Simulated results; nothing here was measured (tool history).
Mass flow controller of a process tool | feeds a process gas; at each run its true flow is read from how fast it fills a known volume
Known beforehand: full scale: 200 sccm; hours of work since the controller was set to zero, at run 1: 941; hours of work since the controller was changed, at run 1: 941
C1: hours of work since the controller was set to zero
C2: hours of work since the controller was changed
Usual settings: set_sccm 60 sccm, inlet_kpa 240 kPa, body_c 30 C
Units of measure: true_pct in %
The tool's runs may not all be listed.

Run 1, hour 0.0: usual settings; C1 941; C2 941. Result: true_pct 98.54 %.
Run 2, hour 62.1: usual settings; C1 961; C2 961. Result: true_pct 98.57 %.
Run 3, hour 132.0: usual settings but set_sccm 82 sccm; C1 983; C2 983. Result: true_pct 98.87 %.
Run 4, hour 194.3: usual settings but set_sccm 82 sccm; C1 1003; C2 1003. Result: true_pct 98.90 %.
Run 5, hour 281.9: usual settings but set_sccm 82 sccm; C1 1031; C2 1031. Result: true_pct 98.79 %.
Run 6, hour 361.8: usual settings but set_sccm 82 sccm, body_c 20 C; C1 1057; C2 1057. Result: true_pct 98.41 %.
Run 7, hour 398.6: usual settings but set_sccm 82 sccm, body_c 20 C; C1 1069; C2 1069. Result: true_pct 98.53 %.
Run 8, hour 460.3: usual settings but set_sccm 37 sccm; C1 1088; C2 1088. Result: true_pct 98.58 %.
Run 9, hour 505.6: usual settings but set_sccm 37 sccm; C1 1103; C2 1103. Result: true_pct 98.73 %.
Run 10, hour 558.6: usual settings but set_sccm 37 sccm; C1 1120; C2 1120. Result: true_pct 98.84 %.
Run 11, hour 633.3: usual settings but set_sccm 48 sccm; C1 1144; C2 1144. Result: true_pct 98.73 %.
Run 12, hour 690.5: usual settings but set_sccm 48 sccm; C1 1162; C2 1162. Result: true_pct 98.69 %.
Run 13, hour 751.1: usual settings but inlet_kpa 169 kPa; C1 1181; C2 1181. Result: true_pct 99.16 %.
Run 14, hour 790.8: usual settings; C1 1194; C2 1194. Result: true_pct 98.81 %.
Run 15, hour 875.5: usual settings; C1 1221; C2 1221. Result: true_pct 98.83 %.
Run 16, hour 927.0: usual settings but set_sccm 51 sccm; C1 1237; C2 1237. Result: true_pct 98.81 %.
Run 17, hour 977.0: usual settings but set_sccm 51 sccm, inlet_kpa 179 kPa; C1 1253; C2 1253. Result: true_pct 99.24 %.
Run 18, hour 1034.1: usual settings but set_sccm 112 sccm; C1 1272; C2 1272. Result: true_pct 99.27 %.
Run 19, hour 1114.9: usual settings but set_sccm 112 sccm; C1 1298; C2 1298. Result: true_pct 99.35 %.
Run 20, hour 1169.7: usual settings but set_sccm 112 sccm; C1 1315; C2 1315. Result: true_pct 99.40 %.
Run 21, hour 1255.1: usual settings but set_sccm 112 sccm; C1 1342; C2 1342. Result: true_pct 99.38 %.
Run 22, hour 1305.6: usual settings but set_sccm 112 sccm, inlet_kpa 257 kPa; C1 1359; C2 1359. Result: true_pct 99.28 %.
Run 23, hour 1341.7: usual settings but set_sccm 190 sccm, inlet_kpa 257 kPa, body_c 40 C; C1 1370; C2 1370. Result: true_pct 100.97 %.
Run 24, hour 1391.5: usual settings but set_sccm 56 sccm, inlet_kpa 162 kPa, body_c 37 C; C1 1386; C2 1386. Result: true_pct 99.74 %.
Run 25, hour 1441.7: usual settings but set_sccm 56 sccm, inlet_kpa 162 kPa, body_c 37 C; C1 1402; C2 1402. Result: true_pct 99.67 %.
Run 26, hour 1500.5: usual settings but set_sccm 192 sccm, inlet_kpa 227 kPa; C1 1421; C2 1421. Result: true_pct 100.55 %.
Run 27, hour 1573.9: usual settings but set_sccm 192 sccm, inlet_kpa 227 kPa; C1 1444; C2 1444. Result: true_pct 100.45 %.
Run 28, hour 1655.7: usual settings but set_sccm 192 sccm, inlet_kpa 227 kPa; C1 1470; C2 1470. Result: true_pct 100.53 %.
Run 29, hour 1719.7: usual settings but inlet_kpa 142 kPa, body_c 20 C; C1 1491; C2 1491. Result: true_pct 98.80 %.
Run 30, hour 1779.0: usual settings but set_sccm 29 sccm, inlet_kpa 183 kPa, body_c 39 C; C1 1510; C2 1510. Result: true_pct 100.09 %.
Run 31, hour 1816.3: usual settings but set_sccm 23 sccm, inlet_kpa 219 kPa, body_c 36 C; C1 1522; C2 1522. Result: true_pct 99.98 %.
Run 32, hour 1894.0: usual settings but set_sccm 23 sccm, inlet_kpa 219 kPa, body_c 36 C; C1 1547; C2 1547. Result: true_pct 99.97 %.
Run 33, hour 1961.9: usual settings but set_sccm 23 sccm, inlet_kpa 219 kPa, body_c 36 C; C1 1568; C2 1568. Result: true_pct 99.94 %.
Run 34, hour 2002.5: usual settings but set_sccm 22 sccm, inlet_kpa 177 kPa, body_c 27 C; C1 1581; C2 1581. Result: true_pct 99.67 %.
Run 35, hour 2092.4: usual settings but set_sccm 137 sccm, inlet_kpa 236 kPa, body_c 27 C; C1 1610; C2 1610. Result: true_pct 99.59 %.
Run 36, hour 2140.5: usual settings but set_sccm 137 sccm, inlet_kpa 236 kPa, body_c 27 C; C1 1625; C2 1625. Result: true_pct 99.58 %.
Run 37, hour 2195.9: usual settings but set_sccm 26 sccm, inlet_kpa 188 kPa; C1 1643; C2 1643. Result: true_pct 99.71 %.
Run 38, hour 2271.5: usual settings but set_sccm 26 sccm, inlet_kpa 270 kPa, body_c 26 C; C1 1667; C2 1667. Result: true_pct 99.14 %.
Run 39, hour 2318.1: usual settings but set_sccm 101 sccm, inlet_kpa 228 kPa, body_c 28 C; C1 1682; C2 1682. Result: true_pct 99.39 %.

Forecast each of these 3 alternatives for the next run:
Run A, hour 2369.8: usual settings but set_sccm 24 sccm, inlet_kpa 149 kPa; C1 1699; C2 1699. Result: true_pct ?.
Run B, hour 2369.8: usual settings but set_sccm 36 sccm, inlet_kpa 228 kPa, body_c 31 C; C1 1699; C2 1699. Result: true_pct ?.
Run C, hour 2369.8: usual settings but inlet_kpa 167 kPa; C1 1699; C2 1699. Result: true_pct ?.

run  true_pct
  A     99.94
  B     99.38
  C     99.35
Stripped of hidden state, with their random variation kept, the same runs would have yielded:
run  true_pct
  A     98.02
  B     98.00
  C     98.40
